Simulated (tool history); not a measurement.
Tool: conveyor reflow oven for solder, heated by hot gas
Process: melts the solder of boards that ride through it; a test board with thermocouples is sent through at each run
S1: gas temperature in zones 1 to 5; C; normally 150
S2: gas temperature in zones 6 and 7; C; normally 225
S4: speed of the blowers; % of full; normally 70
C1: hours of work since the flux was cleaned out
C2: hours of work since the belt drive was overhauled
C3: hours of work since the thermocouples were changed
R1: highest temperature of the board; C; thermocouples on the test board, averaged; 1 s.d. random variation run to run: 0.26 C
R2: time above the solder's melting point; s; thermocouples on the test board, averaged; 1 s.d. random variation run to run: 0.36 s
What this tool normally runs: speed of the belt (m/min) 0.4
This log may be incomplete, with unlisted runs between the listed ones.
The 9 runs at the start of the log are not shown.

{"run": 10, "day": 11.325, "S1": 150, "S2": 225, "speed of the belt (m/min)": 0.4, "S4": 70, "C1": 311, "C2": 169, "C3": 753, "R1": 211.3, "R2": 67.1}
{"run": 11, "day": 13.092, "S1": 144, "S2": 225, "speed of the belt (m/min)": 0.4, "S4": 70, "C1": 338, "C2": 195, "C3": 779, "R1": 210.2, "R2": 62.9}
{"run": 12, "day": 14.762, "S1": 150, "S2": 225, "speed of the belt (m/min)": 0.4, "S4": 62, "C1": 363, "C2": 220, "C3": 804, "R1": 209.4, "R2": 64.8}
{"run": 13, "day": 16.504, "S1": 150, "S2": 225, "speed of the belt (m/min)": 0.4, "S4": 62, "C1": 389, "C2": 246, "C3": 830, "R1": 209.1, "R2": 64.1}
{"day": 17.392, "done": "flux residue cleaned out of gas plates and filters"}
{"run": 14, "day": 17.867, "S1": 150, "S2": 225, "speed of the belt (m/min)": 0.4, "S4": 62, "C1": 7, "C2": 263, "C3": 848, "R1": 212.6, "R2": 67.9}
{"run": 15, "day": 19.479, "S1": 150, "S2": 225, "speed of the belt (m/min)": 0.4, "S4": 62, "C1": 31, "C2": 287, "C3": 872, "R1": 211.6, "R2": 68.7}
{"run": 16, "day": 20.317, "S1": 150, "S2": 225, "speed of the belt (m/min)": 0.4, "S4": 70, "C1": 44, "C2": 300, "C3": 884, "R1": 213.3, "R2": 69.9}
{"run": 17, "day": 21.988, "S1": 150, "S2": 225, "speed of the belt (m/min)": 0.4, "S4": 70, "C1": 68, "C2": 325, "C3": 909, "R1": 213.4, "R2": 69.5}
{"run": 18, "day": 23.612, "S1": 160, "S2": 231, "speed of the belt (m/min)": 0.426, "S4": 67, "C1": 93, "C2": 349, "C3": 933, "R1": 217.8, "R2": 74.1}
{"run": 19, "day": 24.346, "S1": 160, "S2": 225, "speed of the belt (m/min)": 0.444, "S4": 88, "C1": 104, "C2": 360, "C3": 944, "R1": 214.8, "R2": 70}
{"run": 20, "day": 25.167, "S1": 150, "S2": 223, "speed of the belt (m/min)": 0.373, "S4": 70, "C1": 116, "C2": 372, "C3": 956, "R1": 212.9, "R2": 75.4}
{"run": 21, "day": 25.888, "S1": 142, "S2": 214, "speed of the belt (m/min)": 0.374, "S4": 82, "C1": 127, "C2": 383, "C3": 967, "R1": 205.8, "R2": 63.7}
{"run": 22, "day": 27.092, "S1": 149, "S2": 214, "speed of the belt (m/min)": 0.465, "S4": 82, "C1": 145, "C2": 401, "C3": 985, "R1": 201.9, "R2": 47.9}
{"run": 23, "day": 28.125, "S1": 139, "S2": 226, "speed of the belt (m/min)": 0.351, "S4": 52, "C1": 160, "C2": 416, "C3": 1000, "R1": 210.9, "R2": 70.7}
{"run": 24, "day": 29.225, "S1": 139, "S2": 226, "speed of the belt (m/min)": 0.351, "S4": 52, "C1": 176, "C2": 433, "C3": 1017, "R1": 210.9, "R2": 70.9}
{"run": 25, "day": 30.671, "S1": 139, "S2": 226, "speed of the belt (m/min)": 0.451, "S4": 84, "C1": 198, "C2": 454, "C3": 1038, "R1": 210.5, "R2": 54.4}
{"run": 26, "day": 31.446, "S1": 139, "S2": 229, "speed of the belt (m/min)": 0.451, "S4": 66, "C1": 210, "C2": 466, "C3": 1050, "R1": 208.9, "R2": 51.5}
{"run": 27, "day": 32.925, "S1": 139, "S2": 229, "speed of the belt (m/min)": 0.451, "S4": 66, "C1": 232, "C2": 488, "C3": 1072, "R1": 208.8, "R2": 51.3}
{"run": 28, "day": 33.846, "S1": 150, "S2": 225, "speed of the belt (m/min)": 0.392, "S4": 88, "C1": 245, "C2": 501, "C3": 1086, "R1": 215.5, "R2": 74.8}
{"run": 29, "day": 34.621, "S1": 150, "S2": 237, "speed of the belt (m/min)": 0.4, "S4": 89, "C1": 257, "C2": 513, "C3": 1097, "R1": 226, "R2": 80.6}
{"run": 30, "day": 35.446, "S1": 141, "S2": 223, "speed of the belt (m/min)": 0.33, "S4": 73, "C1": 269, "C2": 525, "C3": 1110, "R1": 214.5, "R2": 82.5}
{"run": 31, "day": 36.296, "S1": 141, "S2": 223, "speed of the belt (m/min)": 0.33, "S4": 73, "C1": 282, "C2": 538, "C3": 1122, "R1": 214, "R2": 82.8}

Each row is a separate what-if for the run after 31, all from the same tool condition, not one after another. Results?
{"run": "A", "day": 37.542, "S1": 139, "S2": 223, "speed of the belt (m/min)": 0.33, "S4": 60, "C1": 300, "C2": 557, "C3": 1141, "R1": "?", "R2": "?"}
{"run": "B", "day": 37.542, "S1": 146, "S2": 234, "speed of the belt (m/min)": 0.4, "S4": 63, "C1": 300, "C2": 557, "C3": 1141, "R1": "?", "R2": "?"}
{"run": "C", "day": 37.542, "S1": 150, "S2": 225, "speed of the belt (m/min)": 0.336, "S4": 61, "C1": 300, "C2": 557, "C3": 1141, "R1": "?", "R2": "?"}

run=A R1=211.3 R2=77.3
run=B R1=217.1 R2=70.4
run=C R1=214.2 R2=85.3
Without the tool's hidden state the same runs would have given:
run=A R1=211.9 R2=78.5
run=B R1=218.2 R2=71.5
run=C R1=214.7 R2=86
